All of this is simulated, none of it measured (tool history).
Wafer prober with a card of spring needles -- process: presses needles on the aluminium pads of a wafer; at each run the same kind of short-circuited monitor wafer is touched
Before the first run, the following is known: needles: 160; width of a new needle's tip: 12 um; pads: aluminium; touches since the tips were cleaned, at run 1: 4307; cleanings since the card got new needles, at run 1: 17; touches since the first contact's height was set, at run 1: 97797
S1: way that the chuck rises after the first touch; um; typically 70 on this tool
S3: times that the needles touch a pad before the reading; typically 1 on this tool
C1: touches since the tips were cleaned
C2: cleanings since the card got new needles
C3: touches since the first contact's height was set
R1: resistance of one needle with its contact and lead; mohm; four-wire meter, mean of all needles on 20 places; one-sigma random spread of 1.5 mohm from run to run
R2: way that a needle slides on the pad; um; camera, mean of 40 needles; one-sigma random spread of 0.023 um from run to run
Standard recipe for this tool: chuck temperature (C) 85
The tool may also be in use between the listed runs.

run 1 hour=0 | S1=70 chuck_temperature_(C)=85 S3=1 | C1=4307 C2=17 C3=97797 | R1=134 R2=13.97
-- hour=1.1 tips cleaned on abrasive film
run 2 hour=9.7 | S1=70 chuck_temperature_(C)=85 S3=1 | C1=3699 C2=18 C3=101911 | R1=131 R2=13.92
-- hour=12.9 tips cleaned on abrasive film
run 3 hour=19.8 | S1=70 chuck_temperature_(C)=85 S3=1 | C1=2978 C2=19 C3=106224 | R1=136 R2=13.88
-- hour=24.3 tips cleaned on abrasive film
-- hour=26.4 height of the first contact set anew
run 4 hour=29.4 | S1=70 chuck_temperature_(C)=85 S3=1 | C1=2079 C2=20 C3=1287 | R1=133 R2=13.89
-- hour=36.2 tips cleaned on abrasive film
run 5 hour=36.2 | S1=70 chuck_temperature_(C)=40 S3=1 | C1=0 C2=21 C3=4166 | R1=128 R2=13.91
-- hour=47.7 tips cleaned on abrasive film
run 6 hour=49.5 | S1=70 chuck_temperature_(C)=85 S3=2 | C1=748 C2=22 C3=9834 | R1=134 R2=13.85
run 7 hour=57.6 | S1=70 chuck_temperature_(C)=85 S3=2 | C1=4229 C2=22 C3=13315 | R1=132 R2=13.87
-- hour=58.7 tips cleaned on abrasive film
run 8 hour=69.4 | S1=80 chuck_temperature_(C)=85 S3=2 | C1=4607 C2=23 C3=18364 | R1=131 R2=15.81
-- hour=70.5 tips cleaned on abrasive film
-- hour=81.5 tips cleaned on abrasive film
run 9 hour=82 | S1=80 chuck_temperature_(C)=65 S3=1 | C1=215 C2=25 C3=23718 | R1=127 R2=15.84
-- hour=93.4 tips cleaned on abrasive film
run 10 hour=96 | S1=80 chuck_temperature_(C)=65 S3=1 | C1=1141 C2=26 C3=29712 | R1=127 R2=15.84
-- hour=105 tips cleaned on abrasive film
run 11 hour=109.9 | S1=80 chuck_temperature_(C)=65 S3=1 | C1=2107 C2=27 C3=35642 | R1=131 R2=15.81
-- hour=116.3 tips cleaned on abrasive film
run 12 hour=123.1 | S1=71 chuck_temperature_(C)=33 S3=2 | C1=2914 C2=28 C3=41276 | R1=123 R2=14
-- hour=127.3 tips cleaned on abrasive film
run 13 hour=132.6 | S1=68 chuck_temperature_(C)=34 S3=1 | C1=2272 C2=29 C3=45332 | R1=126 R2=13.43
-- hour=138.8 tips cleaned on abrasive film
run 14 hour=141.4 | S1=87 chuck_temperature_(C)=112 S3=1 | C1=1101 C2=30 C3=49074 | R1=139 R2=17.2

Take each entry between the runs: how does the hidden state at the last listed run before it differ from the hidden state at the first listed run after it?
Between runs 1 and 2: tips cleaned on abrasive film (hour 1.1)
  debris on the tips, nm: 1.7 -> 1.4; drift of the gauge itself on scrub_um, %: 0 -> -0.06
  the result without the hidden state subtracted from the measured one, R2: +0 -> -0.01 um
Between runs 2 and 3: tips cleaned on abrasive film (hour 12.9)
  debris on the tips, nm: 1.4 -> 1.3; drift of the gauge itself on scrub_um, %: -0.06 -> -0.12
  the result without the hidden state subtracted from the measured one, R2: -0.01 -> -0.02 um
Between runs 3 and 4: tips cleaned on abrasive film (hour 24.3); height of the first contact set anew (hour 26.4)
  debris on the tips, nm: 1.3 -> 1; way that the needles fall short of the set height, um: 0.02 -> 0; drift of the gauge itself on scrub_um, %: -0.12 -> -0.17
  the result without the hidden state subtracted from the measured one, R2: -0.02 -> -0.02 um
Between runs 4 and 5: tips cleaned on abrasive film (hour 36.2)
  debris on the tips, nm: 1 -> 0.2; drift of the gauge itself on scrub_um, %: -0.17 -> -0.21
  the result without the hidden state subtracted from the measured one, R2: -0.02 -> -0.03 um
Between runs 5 and 6: tips cleaned on abrasive film (hour 47.7)
  debris on the tips, nm: 0.2 -> 0.6; drift of the gauge itself on scrub_um, %: -0.21 -> -0.29
  the result without the hidden state subtracted from the measured one, R2: -0.03 -> -0.04 um
Between runs 7 and 8: tips cleaned on abrasive film (hour 58.7)
  debris on the tips, nm: 1.6 -> 1.7; drift of the gauge itself on scrub_um, %: -0.34 -> -0.41
  the result without the hidden state subtracted from the measured one, R2: -0.04 -> -0.06 um
Between runs 8 and 9: tips cleaned on abrasive film (hour 70.5); tips cleaned on abrasive film (hour 81.5)
  debris on the tips, nm: 1.7 -> 0.3; way that the needles fall short of the set height, um: 0 -> 0.01; drift of the gauge itself on scrub_um, %: -0.41 -> -0.48
  the result without the hidden state subtracted from the measured one, R2: -0.06 -> -0.08 um
Between runs 9 and 10: tips cleaned on abrasive film (hour 93.4)
  debris on the tips, nm: 0.3 -> 0.7; drift of the gauge itself on scrub_um, %: -0.48 -> -0.57
  the result without the hidden state subtracted from the measured one, R2: -0.08 -> -0.1 um
Between runs 10 and 11: tips cleaned on abrasive film (hour 105)
  debris on the tips, nm: 0.7 -> 1; drift of the gauge itself on scrub_um, %: -0.57 -> -0.65
  the result without the hidden state subtracted from the measured one, R2: -0.1 -> -0.1 um
Between runs 11 and 12: tips cleaned on abrasive film (hour 116.3)
  debris on the tips, nm: 1 -> 1.2; drift of the gauge itself on scrub_um, %: -0.65 -> -0.73
  the result without the hidden state subtracted from the measured one, R2: -0.1 -> -0.11 um
Between runs 12 and 13: tips cleaned on abrasive film (hour 127.3)
  debris on the tips, nm: 1.2 -> 1.1; drift of the gauge itself on scrub_um, %: -0.73 -> -0.78
  the result without the hidden state subtracted from the measured one, R2: -0.11 -> -0.11 um
Between runs 13 and 14: tips cleaned on abrasive film (hour 138.8)
  debris on the tips, nm: 1.1 -> 0.6; drift of the gauge itself on scrub_um, %: -0.78 -> -0.83
  the result without the hidden state subtracted from the measured one, R2: -0.11 -> -0.14 um

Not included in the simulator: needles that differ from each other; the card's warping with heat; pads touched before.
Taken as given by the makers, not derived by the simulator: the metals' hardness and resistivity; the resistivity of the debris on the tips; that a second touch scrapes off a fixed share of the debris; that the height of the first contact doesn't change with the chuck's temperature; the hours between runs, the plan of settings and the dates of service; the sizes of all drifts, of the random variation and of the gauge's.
